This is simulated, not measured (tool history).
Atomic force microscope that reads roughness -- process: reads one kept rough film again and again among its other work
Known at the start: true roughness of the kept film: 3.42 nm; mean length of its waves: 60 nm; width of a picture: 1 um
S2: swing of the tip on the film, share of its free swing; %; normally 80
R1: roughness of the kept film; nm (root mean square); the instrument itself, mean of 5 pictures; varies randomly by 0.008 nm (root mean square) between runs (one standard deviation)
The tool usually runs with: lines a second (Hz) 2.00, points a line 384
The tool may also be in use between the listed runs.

run 1 day=0.000 | lines_a_second_(Hz)=2.00 S2=80 points_a_line=384 | R1=2.730
run 2 day=0.912 | lines_a_second_(Hz)=2.00 S2=80 points_a_line=384 | R1=2.704
run 3 day=1.667 | lines_a_second_(Hz)=2.00 S2=80 points_a_line=384 | R1=2.704
run 4 day=2.633 | lines_a_second_(Hz)=1.23 S2=80 points_a_line=384 | R1=2.885
run 5 day=3.188 | lines_a_second_(Hz)=1.23 S2=80 points_a_line=384 | R1=2.908
-- day=3.354 new tip fitted
run 6 day=3.938 | lines_a_second_(Hz)=1.23 S2=80 points_a_line=384 | R1=2.938
run 7 day=4.704 | lines_a_second_(Hz)=1.23 S2=80 points_a_line=384 | R1=2.928
run 8 day=5.775 | lines_a_second_(Hz)=2.00 S2=58 points_a_line=306 | R1=3.124
run 9 day=6.796 | lines_a_second_(Hz)=0.51 S2=83 points_a_line=384 | R1=3.094
run 10 day=7.346 | lines_a_second_(Hz)=3.36 S2=58 points_a_line=293 | R1=2.986
run 11 day=8.071 | lines_a_second_(Hz)=1.48 S2=80 points_a_line=878 | R1=2.848
run 12 day=9.108 | lines_a_second_(Hz)=1.48 S2=58 points_a_line=454 | R1=3.133

Each row is a separate what-if for the run after 12, all from the same tool condition, not one after another. Results?
run A day=9.758 | lines_a_second_(Hz)=1.93 S2=69 points_a_line=765 | R1=?
run B day=9.758 | lines_a_second_(Hz)=2.06 S2=58 points_a_line=421 | R1=?
run C day=9.758 | lines_a_second_(Hz)=1.48 S2=74 points_a_line=454 | R1=?

run=A R1=2.956
run=B R1=3.078
run=C R1=2.933
Had the tool no hidden state, the same runs would have come out as:
run=A R1=3.037
run=B R1=3.162
run=C R1=3.013
